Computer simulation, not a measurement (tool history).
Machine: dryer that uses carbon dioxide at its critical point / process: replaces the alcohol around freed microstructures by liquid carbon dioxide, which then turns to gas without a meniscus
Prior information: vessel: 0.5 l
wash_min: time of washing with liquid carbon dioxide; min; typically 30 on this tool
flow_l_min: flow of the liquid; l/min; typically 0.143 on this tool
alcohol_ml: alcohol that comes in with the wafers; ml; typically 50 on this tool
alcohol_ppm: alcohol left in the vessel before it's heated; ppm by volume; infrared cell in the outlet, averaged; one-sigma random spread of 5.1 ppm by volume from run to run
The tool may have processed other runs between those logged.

run	hour	wash_min	flow_l_min	alcohol_ml	alcohol_ppm
1	0	30	0.143	50	75
2	12	30	0.143	50	82
3	22.3	30	0.143	50	86
4	36.4	30	0.143	50	88
5	45.8	30	0.143	50	99
6	54.8	30	0.143	50	93
7	63.9	30	0.188	50	46
8	75.3	30	0.166	50	64
9	88.9	30	0.143	50	97
10	98.4	30	0.143	50	93
11	109.6	30	0.143	50	104
12	121.5	30	0.143	50	109
13	127.7	30	0.176	50	55
14	137.7	40	0.115	103	107
15	148.5	40	0.115	103	104
16	159.4	40	0.115	103	120
17	165.1	40	0.115	103	124
18	178.5	40	0.115	103	109
19	192.2	33	0.208	92	60
20	199	33	0.17	24	69

Expected results for the next run?
21	207.5	33	0.17	24	?

{"run 21": {"alcohol_ppm": 60}}
Had the tool carried no hidden state, the very same run would have given alcohol_ppm 5 ppm by volume.

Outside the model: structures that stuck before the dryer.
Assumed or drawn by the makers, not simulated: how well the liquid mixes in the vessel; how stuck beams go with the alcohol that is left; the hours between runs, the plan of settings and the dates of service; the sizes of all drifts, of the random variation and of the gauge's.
